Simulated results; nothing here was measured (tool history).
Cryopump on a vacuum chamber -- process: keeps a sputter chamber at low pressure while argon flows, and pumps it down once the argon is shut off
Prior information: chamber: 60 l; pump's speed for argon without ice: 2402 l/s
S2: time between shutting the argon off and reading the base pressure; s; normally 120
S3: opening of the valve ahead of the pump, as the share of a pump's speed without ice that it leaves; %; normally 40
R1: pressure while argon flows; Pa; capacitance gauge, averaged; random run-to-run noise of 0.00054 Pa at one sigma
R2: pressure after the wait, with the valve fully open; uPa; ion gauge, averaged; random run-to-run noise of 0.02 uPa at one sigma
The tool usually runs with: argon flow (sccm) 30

run 1 hour=0 | argon_flow_(sccm)=30 S2=120 S3=40 | R1=0.0586 R2=0.7
-- hour=36.9 pump warmed up, emptied and cooled again
run 2 hour=75.8 | argon_flow_(sccm)=30 S2=120 S3=40 | R1=0.0532 R2=0.61
run 3 hour=112.7 | argon_flow_(sccm)=30 S2=121 S3=40 | R1=0.0534 R2=0.58
run 4 hour=179.4 | argon_flow_(sccm)=30 S2=121 S3=40 | R1=0.0535 R2=0.62
run 5 hour=245.3 | argon_flow_(sccm)=30 S2=121 S3=40 | R1=0.0541 R2=0.62
run 6 hour=296.3 | argon_flow_(sccm)=15 S2=120 S3=40 | R1=0.0275 R2=0.61
run 7 hour=340 | argon_flow_(sccm)=30 S2=79 S3=40 | R1=0.0549 R2=0.65
run 8 hour=385.4 | argon_flow_(sccm)=30 S2=79 S3=40 | R1=0.0545 R2=0.7
run 9 hour=435.1 | argon_flow_(sccm)=30 S2=120 S3=40 | R1=0.0548 R2=0.62
run 10 hour=509 | argon_flow_(sccm)=30 S2=120 S3=40 | R1=0.0544 R2=0.61
run 11 hour=573.2 | argon_flow_(sccm)=30 S2=120 S3=40 | R1=0.0564 R2=0.65
run 12 hour=654.1 | argon_flow_(sccm)=30 S2=120 S3=40 | R1=0.0563 R2=0.65
run 13 hour=723 | argon_flow_(sccm)=30 S2=102 S3=40 | R1=0.0564 R2=0.68
run 14 hour=773.4 | argon_flow_(sccm)=30 S2=102 S3=40 | R1=0.0565 R2=0.71
run 15 hour=838.1 | argon_flow_(sccm)=30 S2=102 S3=40 | R1=0.0564 R2=0.74
run 16 hour=897.9 | argon_flow_(sccm)=30 S2=102 S3=40 | R1=0.057 R2=0.72
run 17 hour=937.2 | argon_flow_(sccm)=30 S2=102 S3=40 | R1=0.055 R2=0.75
run 18 hour=1004 | argon_flow_(sccm)=30 S2=102 S3=40 | R1=0.0571 R2=0.77
run 19 hour=1058.2 | argon_flow_(sccm)=30 S2=102 S3=40 | R1=0.0584 R2=0.72
run 20 hour=1135.6 | argon_flow_(sccm)=30 S2=102 S3=24 | R1=0.0927 R2=0.77
run 21 hour=1211.3 | argon_flow_(sccm)=30 S2=102 S3=24 | R1=0.0928 R2=0.81
run 22 hour=1251.9 | argon_flow_(sccm)=17 S2=51 S3=18 | R1=0.0696 R2=0.95
run 23 hour=1334 | argon_flow_(sccm)=34 S2=69 S3=44 | R1=0.0608 R2=0.91
run 24 hour=1401.2 | argon_flow_(sccm)=49 S2=23 S3=57 | R1=0.0713 R2=1.31
run 25 hour=1478.7 | argon_flow_(sccm)=30 S2=72 S3=25 | R1=0.0909 R2=0.95
run 26 hour=1546.1 | argon_flow_(sccm)=30 S2=72 S3=27 | R1=0.0842 R2=0.88
run 27 hour=1618.5 | argon_flow_(sccm)=55 S2=292 S3=44 | R1=0.1015 R2=0.79
-- hour=1659.4 pump warmed up, emptied and cooled again
run 28 hour=1690.6 | argon_flow_(sccm)=55 S2=77 S3=18 | R1=0.2171 R2=0.75
run 29 hour=1738.2 | argon_flow_(sccm)=56 S2=26 S3=36 | R1=0.1119 R2=1.16
run 30 hour=1790.4 | argon_flow_(sccm)=56 S2=26 S3=36 | R1=0.112 R2=1.13
run 31 hour=1828.5 | argon_flow_(sccm)=55 S2=21 S3=59 | R1=0.0677 R2=1.23
run 32 hour=1890.5 | argon_flow_(sccm)=53 S2=102 S3=25 | R1=0.1521 R2=0.74
run 33 hour=1965.5 | argon_flow_(sccm)=44 S2=120 S3=40 | R1=0.0804 R2=0.75
run 34 hour=1999 | argon_flow_(sccm)=30 S2=120 S3=20 | R1=0.1061 R2=0.78
run 35 hour=2075.7 | argon_flow_(sccm)=30 S2=120 S3=20 | R1=0.1076 R2=0.76

For some of the steps in R1 from one run to the next: how much would appear even if the tool had no hidden state, given the settings, what came in and random variation, and how much remains for the hidden state plus any gauge scatter that the measured result and the result without hidden state don't share?
Hidden state at play: pump's speed, % of a pump's without ice; cold plate's temperature, K; leak into the chamber, uPa l/s; drift of the gauge itself on working_pa, %; drift of the gauge itself on base_upa, %.
Run 1 -> 2: pump warmed up, emptied and cooled again. R1 -0.0054 Pa: hidden state -0.0066, all else +0.0012.
Run 26 -> 27: argon flow (sccm) 30 -> 55, S2 72 -> 292, S3 27 -> 44. R1 +0.0173 Pa: hidden state +0.0067, all else +0.0106.
Run 27 -> 28: S2 292 -> 77, S3 44 -> 18, pump warmed up, emptied and cooled again. R1 +0.1156 Pa: hidden state -0.0122, all else +0.1278.
Run 28 -> 29: argon flow (sccm) 55 -> 56, S2 77 -> 26, S3 18 -> 36. R1 -0.1052 Pa: hidden state +0.0003, all else -0.1055.
Run 31 -> 32: argon flow (sccm) 55 -> 53, S2 21 -> 102, S3 59 -> 25. R1 +0.0844 Pa: hidden state +0.0003, all else +0.0841.
